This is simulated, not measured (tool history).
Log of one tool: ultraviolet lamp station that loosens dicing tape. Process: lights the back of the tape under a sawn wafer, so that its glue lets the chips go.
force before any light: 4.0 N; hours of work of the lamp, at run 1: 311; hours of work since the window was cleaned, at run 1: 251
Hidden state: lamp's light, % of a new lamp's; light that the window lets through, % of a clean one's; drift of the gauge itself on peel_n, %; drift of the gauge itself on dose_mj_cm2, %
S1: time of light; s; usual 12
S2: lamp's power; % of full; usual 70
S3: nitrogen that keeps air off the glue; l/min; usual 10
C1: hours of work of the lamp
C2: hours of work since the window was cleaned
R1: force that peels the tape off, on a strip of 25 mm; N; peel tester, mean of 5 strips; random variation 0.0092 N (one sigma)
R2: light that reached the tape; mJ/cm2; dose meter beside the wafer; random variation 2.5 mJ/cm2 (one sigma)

run 1 hour=0 | S1=12 S2=70 S3=10 | C1=311 C2=251 | R1=0.643 R2=235
-- hour=28.7 window cleaned of glue's vapour
run 2 hour=48 | S1=12 S2=64 S3=10 | C1=345 C2=14 | R1=0.675 R2=236
run 3 hour=127.3 | S1=12 S2=64 S3=10 | C1=402 C2=71 | R1=0.7 R2=219
run 4 hour=181.7 | S1=12 S2=70 S3=10 | C1=442 C2=110 | R1=0.683 R2=234
run 5 hour=238.8 | S1=12 S2=73 S3=10 | C1=483 C2=151 | R1=0.669 R2=232
run 6 hour=278.3 | S1=12 S2=73 S3=10 | C1=511 C2=180 | R1=0.713 R2=225
run 7 hour=316.6 | S1=12 S2=70 S3=10 | C1=539 C2=208 | R1=0.777 R2=210
run 8 hour=371.4 | S1=7 S2=70 S3=10 | C1=578 C2=247 | R1=1.566 R2=119
-- hour=404.4 window cleaned of glue's vapour
run 9 hour=411.8 | S1=12 S2=96 S3=10 | C1=607 C2=5 | R1=0.419 R2=303
run 10 hour=463.5 | S1=6 S2=96 S3=10 | C1=644 C2=43 | R1=1.301 R2=144
-- hour=481.5 lamp changed
run 11 hour=542.5 | S1=6 S2=96 S3=10 | C1=44 C2=99 | R1=0.825 R2=201
run 12 hour=608.1 | S1=6 S2=96 S3=10 | C1=91 C2=146 | R1=0.886 R2=192
run 13 hour=673.8 | S1=12 S2=91 S3=10 | C1=139 C2=194 | R1=0.305 R2=349
run 14 hour=740.7 | S1=12 S2=91 S3=10 | C1=187 C2=242 | R1=0.332 R2=329
-- hour=780.9 window cleaned of glue's vapour
run 15 hour=797.6 | S1=12 S2=95 S3=10 | C1=228 C2=12 | R1=0.246 R2=369
run 16 hour=831.2 | S1=12 S2=95 S3=10 | C1=252 C2=36 | R1=0.261 R2=365
run 17 hour=896.5 | S1=12 S2=95 S3=10 | C1=299 C2=83 | R1=0.287 R2=351
run 18 hour=948.7 | S1=12 S2=95 S3=10 | C1=337 C2=121 | R1=0.325 R2=338
run 19 hour=1024.3 | S1=12 S2=70 S3=10 | C1=391 C2=176 | R1=0.658 R2=235
run 20 hour=1093.3 | S1=12 S2=70 S3=10 | C1=441 C2=225 | R1=0.713 R2=224
-- hour=1159.2 window cleaned of glue's vapour
run 21 hour=1167.9 | S1=12 S2=73 S3=10 | C1=494 C2=6 | R1=0.636 R2=247
run 22 hour=1232.8 | S1=16 S2=72 S3=18 | C1=541 C2=53 | R1=0.285 R2=312
run 23 hour=1305.4 | S1=15 S2=74 S3=11 | C1=594 C2=105 | R1=0.455 R2=280
run 24 hour=1376.4 | S1=12 S2=64 S3=3 | C1=645 C2=157 | R1=1.489 R2=185
-- hour=1392.7 lamp changed
run 25 hour=1443.7 | S1=12 S2=64 S3=3 | C1=37 C2=204 | R1=1.028 R2=260
run 26 hour=1493.8 | S1=12 S2=64 S3=3 | C1=73 C2=241 | R1=1.057 R2=245
-- hour=1539.8 window cleaned of glue's vapour
run 27 hour=1559.7 | S1=12 S2=64 S3=3 | C1=120 C2=14 | R1=0.956 R2=264
run 28 hour=1630.1 | S1=12 S2=69 S3=3 | C1=171 C2=65 | R1=0.946 R2=274
run 29 hour=1691.9 | S1=16 S2=69 S3=3 | C1=216 C2=110 | R1=0.638 R2=351
run 30 hour=1742.4 | S1=11 S2=70 S3=4 | C1=252 C2=146 | R1=1.022 R2=236
run 31 hour=1818.7 | S1=11 S2=70 S3=4 | C1=307 C2=201 | R1=1.019 R2=224
run 32 hour=1887.6 | S1=10 S2=74 S3=6 | C1=357 C2=251 | R1=1.06 R2=210
-- hour=1914.7 window cleaned of glue's vapour
run 33 hour=1928.3 | S1=8 S2=84 S3=7 | C1=386 C2=10 | R1=0.977 R2=201
run 34 hour=2005.6 | S1=8 S2=84 S3=7 | C1=441 C2=66 | R1=1.086 R2=194
run 35 hour=2076.7 | S1=8 S2=97 S3=14 | C1=493 C2=117 | R1=0.714 R2=209
run 36 hour=2148.7 | S1=22 S2=79 S3=13 | C1=545 C2=169 | R1=0.155 R2=437
run 37 hour=2184.2 | S1=11 S2=94 S3=10 | C1=570 C2=194 | R1=0.566 R2=258
run 38 hour=2222 | S1=8 S2=78 S3=4 | C1=597 C2=222 | R1=1.662 R2=149
-- hour=2291.2 window cleaned of glue's vapour
run 39 hour=2291.2 | S1=16 S2=70 S3=18 | C1=647 C2=0 | R1=0.349 R2=279
-- hour=2305 lamp changed
run 40 hour=2328.6 | S1=12 S2=70 S3=3 | C1=17 C2=26 | R1=0.835 R2=298
run 41 hour=2402.8 | S1=13 S2=67 S3=11 | C1=71 C2=80 | R1=0.407 R2=294
run 42 hour=2453.8 | S1=13 S2=67 S3=11 | C1=107 C2=117 | R1=0.44 R2=288

Some steps in R1 between neighbouring runs. How much of each would the tool show without its hidden state too (settings, what came in, random variation), and how much is left for the hidden state, with any gauge scatter that isn't in both results?
Run 8 -> 9: S1 7 -> 12, S2 70 -> 96, window cleaned of glue's vapour. R1 -1.147 N: hidden state -0.379, all else -0.768.
Run 10 -> 11: lamp changed. R1 -0.476 N: hidden state -0.446, all else -0.03.
Run 24 -> 25: lamp changed. R1 -0.461 N: hidden state -0.467, all else +0.006.
Run 37 -> 38: S1 11 -> 8, S2 94 -> 78, S3 10 -> 4. R1 +1.096 N: hidden state +0.305, all else +0.791.
Run 38 -> 39: S1 8 -> 16, S2 78 -> 70, S3 4 -> 18, window cleaned of glue's vapour. R1 -1.313 N: hidden state -0.424, all else -0.889.
